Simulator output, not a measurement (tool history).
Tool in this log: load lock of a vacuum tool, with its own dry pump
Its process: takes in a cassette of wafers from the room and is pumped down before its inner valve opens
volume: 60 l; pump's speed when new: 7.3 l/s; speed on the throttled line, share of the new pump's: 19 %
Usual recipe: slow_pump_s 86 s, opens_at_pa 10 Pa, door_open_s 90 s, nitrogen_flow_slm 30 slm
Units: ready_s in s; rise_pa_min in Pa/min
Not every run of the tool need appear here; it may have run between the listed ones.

run    hour  slow_pump_s  opens_at_pa  door_open_s  nitrogen_flow_slm  incoming humidity of the room's air, %  ready_s  rise_pa_min
  1       0           86           10           90                 30                                    46.7    152.4        0.635
  2   229.3           86           10           90                 30                                    44.9    152.2        0.655
  3   634.6           86           10           90                 30                                    46.9    153.7        0.721
        918  -- door's seal changed, seat wiped
  4  1129.6           86           14           90                 30                                    44.9    147.4        0.034
  5    1357           86           10           90                 30                                    42.9    153.5        0.049
  6    1756           44            7           75                 24                                    45.7    124.3        0.063
  7  2119.8           44            7           75                 24                                    47.4    123.6        0.085
  8  2419.5          141           10           90                 30                                    47.4    193.9        0.109
  9  2892.7          168           10          214                 30                                    43.3    218.7        0.148
 10  3305.5           85           19           90                 36                                    40.5    144.9        0.165

Each row is a separate what-if for the run after 10, all from the same tool condition, not one after another. Results?
  A  3781.6           83           10           90                 36                                    45.1        ?            ?
  B  3781.6           86           13           90                  5                                    42.4        ?            ?
  C  3781.6           86           15           90                 30                                    43.5        ?            ?

run  ready_s  rise_pa_min
  A      152         0.21
  B    152.1        0.233
  C    149.3        0.209
With the hidden condition removed and each run's random variation left untouched, the same runs would have given:
run  ready_s  rise_pa_min
  A      144        0.027
  B    144.4        0.051
  C      142        0.027
